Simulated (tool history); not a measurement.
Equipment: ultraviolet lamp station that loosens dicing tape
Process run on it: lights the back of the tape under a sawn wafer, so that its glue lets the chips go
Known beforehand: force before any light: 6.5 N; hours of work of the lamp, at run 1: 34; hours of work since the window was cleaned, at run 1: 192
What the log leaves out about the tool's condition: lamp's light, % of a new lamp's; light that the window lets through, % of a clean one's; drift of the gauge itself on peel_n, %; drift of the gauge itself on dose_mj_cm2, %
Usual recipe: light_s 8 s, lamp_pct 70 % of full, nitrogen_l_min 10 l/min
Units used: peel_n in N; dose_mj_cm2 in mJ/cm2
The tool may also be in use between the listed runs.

| run | day | light_s | lamp_pct | nitrogen_l_min | hours of work of the lamp | hours of work since the window was cleaned | peel_n | dose_mj_cm2 |
|---|---|---|---|---|---|---|---|---|
| 1 | 0 | 8 | 70 | 10 | 34 | 192 | 0.863 | 398 |
| 2 | 2.846 | 8 | 70 | 10 | 88 | 246 | 0.913 | 402 |
| 3 | 5.325 | 8 | 81 | 10 | 135 | 293 | 0.659 | 463 |
| 4 | 7.412 | 8 | 81 | 10 | 175 | 333 | 0.673 | 456 |
|  | 9.712 | window cleaned of glue's vapour |
| 5 | 10.567 | 13 | 70 | 10 | 235 | 16 | 0.341 | 647 |
| 6 | 13.412 | 13 | 66 | 10 | 289 | 71 | 0.381 | 607 |
| 7 | 15.088 | 13 | 66 | 10 | 321 | 103 | 0.39 | 611 |
| 8 | 17.625 | 13 | 96 | 3 | 369 | 151 | 0.408 | 892 |
| 9 | 19.575 | 4 | 70 | 6 | 407 | 188 | 2.763 | 198 |
| 10 | 21.279 | 4 | 70 | 6 | 439 | 221 | 2.594 | 201 |
| 11 | 22.746 | 8 | 70 | 6 | 467 | 249 | 1.177 | 394 |
| 12 | 25.629 | 5 | 83 | 10 | 522 | 304 | 1.373 | 292 |
| 13 | 28.075 | 5 | 83 | 10 | 569 | 350 | 1.508 | 290 |
|  | 29.488 | window cleaned of glue's vapour |
| 14 | 29.554 | 8 | 63 | 17 | 597 | 1 | 0.864 | 352 |

Here are 5 independent what-if runs from the current tool condition. What would each one return?
| A | 32.096 | 12 | 63 | 17 | 645 | 50 | ? | ? |
| B | 32.096 | 15 | 63 | 4 | 645 | 50 | ? | ? |
| C | 32.096 | 6 | 84 | 7 | 645 | 50 | ? | ? |
| D | 32.096 | 5 | 80 | 7 | 645 | 50 | ? | ? |
| E | 32.096 | 13 | 63 | 17 | 645 | 50 | ? | ? |

| run | peel_n | dose_mj_cm2 |
|---|---|---|
| A | 0.367 | 531 |
| B | 0.567 | 670 |
| C | 1.274 | 359 |
| D | 1.726 | 280 |
| E | 0.316 | 578 |
The same runs, with their run-to-run variation unchanged, on a tool lacking any hidden condition would have given:
| run | peel_n | dose_mj_cm2 |
|---|---|---|
| A | 0.366 | 532 |
| B | 0.565 | 671 |
| C | 1.272 | 359 |
| D | 1.723 | 280 |
| E | 0.315 | 578 |

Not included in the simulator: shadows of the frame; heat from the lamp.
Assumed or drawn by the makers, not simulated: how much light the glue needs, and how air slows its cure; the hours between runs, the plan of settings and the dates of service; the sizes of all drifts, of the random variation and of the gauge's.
